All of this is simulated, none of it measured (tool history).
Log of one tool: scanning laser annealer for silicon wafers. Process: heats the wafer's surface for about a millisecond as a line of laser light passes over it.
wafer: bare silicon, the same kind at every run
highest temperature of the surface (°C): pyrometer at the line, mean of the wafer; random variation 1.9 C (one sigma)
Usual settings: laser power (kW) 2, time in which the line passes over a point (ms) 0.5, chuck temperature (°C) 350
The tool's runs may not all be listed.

run,hour,laser power (kW),time in which the line passes over a point (ms),chuck temperature (°C),highest temperature of the surface (°C)
1,0,2,0.5,350,1168
2,50.6,2,0.5,350,1164
3,72,2,0.403,350,1081
4,99.2,2,0.403,350,1083
5,144.4,2,0.403,350,1079
6,179.4,1.972,0.403,350,1063
7,200.3,1.972,0.481,350,1128
# hour 208.8: optics aligned, line set to its width
8,250.5,1.918,0.535,384,1177
9,293.7,1.777,0.417,360,1012
10,317.6,1.777,0.417,360,1008
11,358.2,2.126,0.417,355,1122
12,393.4,2.099,0.5,350,1172
13,422.3,1.745,0.457,389,1049
# hour 457.3: optics aligned, line set to its width, once more
# hour 469.1: window over the wafer cleaned
14,472.3,2.081,0.561,389,1300

3 ways to go on from here, each from the tool as it stands after run 14. What would each give?
A,497.2,1.827,0.52,365,?
B,497.2,1.91,0.352,389,?
C,497.2,2,0.463,350,?

run,highest temperature of the surface (°C)
A,1141
B,1059
C,1145
Without the tool's hidden state the same runs would have given:
run,highest temperature of the surface (°C)
A,1145
B,1063
C,1150
